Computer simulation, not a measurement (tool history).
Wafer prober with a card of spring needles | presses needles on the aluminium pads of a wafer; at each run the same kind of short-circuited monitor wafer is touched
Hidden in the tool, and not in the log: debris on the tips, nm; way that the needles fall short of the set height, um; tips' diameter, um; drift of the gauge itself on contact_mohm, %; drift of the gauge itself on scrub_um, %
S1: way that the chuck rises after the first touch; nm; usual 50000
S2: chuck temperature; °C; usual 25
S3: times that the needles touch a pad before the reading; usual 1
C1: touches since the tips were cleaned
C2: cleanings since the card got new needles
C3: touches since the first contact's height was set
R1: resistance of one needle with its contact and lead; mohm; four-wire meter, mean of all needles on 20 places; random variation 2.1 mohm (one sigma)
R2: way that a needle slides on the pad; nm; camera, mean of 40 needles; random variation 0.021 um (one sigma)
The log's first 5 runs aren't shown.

At hour 84.2: tips cleaned on abrasive film.
Run 6, hour 95.1: usual settings; C1 6769; C2 59; C3 96409. Result: R1 237 mohm, R2 9180 nm.
At hour 96.7: tips cleaned on abrasive film.
At hour 110.1: tips cleaned on abrasive film.
At hour 124.1: tips cleaned on abrasive film.
Run 7, hour 124.5: usual settings; C1 280; C2 62; C3 114350. Result: R1 237 mohm, R2 9190 nm.
At hour 135.6: tips cleaned on abrasive film.
Run 8, hour 145.9: usual settings; C1 6343; C2 63; C3 127468. Result: R1 236 mohm, R2 9200 nm.
At hour 148.4: tips cleaned on abrasive film.
At hour 161.6: tips cleaned on abrasive film.
At hour 175.4: tips cleaned on abrasive film.
Run 9, hour 175.6: usual settings but S1 35000 nm; C1 131; C2 66; C3 145650. Result: R1 252 mohm, R2 6420 nm.
At hour 188.1: tips cleaned on abrasive film.
Run 10, hour 189.8: usual settings; C1 1005; C2 67; C3 154323. Result: R1 235 mohm, R2 9180 nm.
At hour 201.4: tips cleaned on abrasive film.
Run 11, hour 211.9: usual settings but S3 2; C1 6484; C2 68; C3 167907. Result: R1 234 mohm, R2 9190 nm.
At hour 214.8: tips cleaned on abrasive film.
At hour 226.9: tips cleaned on abrasive film.
Run 12, hour 227.2: usual settings but S3 2; C1 158; C2 70; C3 177223. Result: R1 238 mohm, R2 9200 nm.
At hour 240.2: tips cleaned on abrasive film.
At hour 252.5: tips cleaned on abrasive film.
Run 13, hour 254.3: usual settings but S3 2; C1 1116; C2 72; C3 193839. Result: R1 237 mohm, R2 9220 nm.
At hour 256.6: height of the first contact set anew.
At hour 264.5: tips cleaned on abrasive film.
Run 14, hour 273.9: usual settings but S3 2; C1 5786; C2 73; C3 10599. Result: R1 240 mohm, R2 9240 nm.
At hour 276.7: tips cleaned on abrasive film.
At hour 289.1: tips cleaned on abrasive film.
At hour 301.1: tips cleaned on abrasive film.
Run 15, hour 301.2: usual settings but S3 2; C1 94; C2 76; C3 27265. Result: R1 238 mohm, R2 9220 nm.
At hour 313.4: tips cleaned on abrasive film.
Run 16, hour 324.4: usual settings; C1 6813; C2 77; C3 41539. Result: R1 235 mohm, R2 9210 nm.
At hour 326.6: tips cleaned on abrasive film.
At hour 338.5: tips cleaned on abrasive film.
Run 17, hour 345: usual settings; C1 4044; C2 79; C3 54126. Result: R1 235 mohm, R2 9200 nm.
At hour 352: tips cleaned on abrasive film.
At hour 364.9: tips cleaned on abrasive film.
At hour 377.3: tips cleaned on abrasive film.
Run 18, hour 378.2: usual settings but S2 54 °C; C1 566; C2 82; C3 74415. Result: R1 244 mohm, R2 9160 nm.
At hour 390.1: tips cleaned on abrasive film.
Run 19, hour 394.5: usual settings but S2 54 °C, S3 2; C1 2711; C2 83; C3 84400. Result: R1 244 mohm, R2 9210 nm.
At hour 403.3: tips cleaned on abrasive film.
At hour 416.7: tips cleaned on abrasive film.
Run 20, hour 419.7: usual settings but S1 42000 nm, S2 97 °C; C1 1910; C2 85; C3 99871. Result: R1 263 mohm, R2 7760 nm.
At hour 428.8: tips cleaned on abrasive film.
At hour 440.7: tips cleaned on abrasive film.
Run 21, hour 451.1: usual settings but S1 53000 nm, S2 40 °C; C1 6397; C2 87; C3 119096. Result: R1 240 mohm, R2 9720 nm.
At hour 454.1: tips cleaned on abrasive film.
At hour 466.2: tips cleaned on abrasive film.
Run 22, hour 468.8: usual settings but S2 57 °C; C1 1574; C2 89; C3 129872. Result: R1 243 mohm, R2 9190 nm.

Forecast run 23:
At hour 478.4: tips cleaned on abrasive film.
At hour 490: tips cleaned on abrasive film.
Run 23, hour 498.8: usual settings but S1 67000 nm, S2 57 °C, S3 2; C1 5405; C2 91; C3 148278. Result: R1 ?, R2 ?.

{"run 23": {"R1": 239, "R2": 12290}}
Without the tool's hidden state the same run would have given R1 238 mohm, R2 12290 nm.

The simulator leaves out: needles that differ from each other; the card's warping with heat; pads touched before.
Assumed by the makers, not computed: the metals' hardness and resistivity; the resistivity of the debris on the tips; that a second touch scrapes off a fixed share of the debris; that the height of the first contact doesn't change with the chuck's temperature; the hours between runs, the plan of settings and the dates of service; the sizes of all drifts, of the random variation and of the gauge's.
